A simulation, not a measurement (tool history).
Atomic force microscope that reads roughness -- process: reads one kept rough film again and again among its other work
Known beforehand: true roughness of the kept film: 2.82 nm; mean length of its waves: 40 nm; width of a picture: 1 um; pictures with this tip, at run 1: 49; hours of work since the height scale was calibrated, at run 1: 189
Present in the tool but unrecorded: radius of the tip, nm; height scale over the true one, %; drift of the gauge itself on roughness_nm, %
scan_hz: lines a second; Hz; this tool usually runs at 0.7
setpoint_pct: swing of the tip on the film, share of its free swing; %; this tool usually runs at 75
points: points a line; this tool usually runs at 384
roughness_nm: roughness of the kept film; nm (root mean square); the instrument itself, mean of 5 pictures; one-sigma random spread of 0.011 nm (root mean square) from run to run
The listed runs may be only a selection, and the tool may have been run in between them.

run,hour,scan_hz,setpoint_pct,points,pictures with this tip,hours of work since the height scale was calibrated,roughness_nm
1,0,0.7,75,384,49,189,2.481
2,10.6,0.7,75,384,68,195,2.453
3,27,0.7,75,384,98,204,2.405
4,36.7,0.685,75,384,116,210,2.408
5,50.6,0.685,75,384,141,217,2.371
6,65.3,0.7,75,384,168,226,2.328
7,77.7,0.7,75,384,190,233,2.286
8,90,0.7,75,384,213,240,2.275
9,101.4,0.7,75,384,234,246,2.238
10,109.2,0.7,76,384,248,251,2.225
11,123.4,0.7,76,384,274,259,2.182
12,134.7,0.7,76,384,294,265,2.151
13,151,0.7,76,384,324,274,2.116
# hour 155.7: new tip fitted
14,159.8,0.7,69,384,7,279,2.577
15,169.4,0.7,69,384,25,284,2.547
16,177.1,1.642,75,384,39,289,2.45
17,192.8,0.7,75,384,67,297,2.468
18,203.9,0.7,75,384,88,304,2.425
19,217.2,0.7,75,384,112,311,2.406
20,228,0.7,75,384,132,317,2.382
21,242.5,0.7,75,384,158,326,2.329
22,252.2,0.7,75,384,176,331,2.309
23,268.8,0.7,75,482,206,340,2.268
24,278.6,3.899,75,384,224,346,2.092
25,287.9,2.86,70,384,241,351,2.167
26,298.2,2.004,75,384,259,357,2.12
27,309.2,0.7,72,293,279,363,2.177
# hour 311: height scale calibrated on a step standard
28,324.8,1.052,82,851,306,8,2.112
29,337.1,3.367,75,280,328,15,2.006
# hour 338.3: new tip fitted
30,350.9,0.991,61,601,23,22,2.567
31,361.4,0.991,61,473,42,28,2.504
# hour 368.5: height scale calibrated on a step standard, once more
32,370.5,0.7,58,571,57,1,2.517
33,379.1,0.7,58,571,72,6,2.485
34,392.7,0.7,58,571,97,14,2.448
35,407.7,0.553,58,571,124,22,2.41
36,420,0.553,58,571,147,29,2.391
37,430.9,0.788,56,765,166,35,2.343
38,445.7,0.788,67,1003,194,44,2.31
39,458.7,0.788,67,1003,217,51,2.271
40,472.8,0.579,57,384,243,59,2.254
41,481.2,0.579,70,533,258,64,2.23
42,492.4,0.579,76,533,279,70,2.206
43,500.1,0.7,79,728,293,74,2.161
44,509.1,1.079,75,860,309,79,2.147

Below are 3 alternative next runs, each starting from the tool's condition after run 44. Predict each:
# hour 521.4: new tip fitted
A,522.8,1.079,75,933,3,87,?
# hour 521.4: new tip fitted
B,522.8,1.526,86,328,3,87,?
# hour 521.4: new tip fitted
C,522.8,3.274,81,384,3,87,?

run,roughness_nm
A,2.557
B,2.464
C,2.378
With no hidden state in the tool, these same runs would have given:
run,roughness_nm
A,2.573
B,2.479
C,2.393
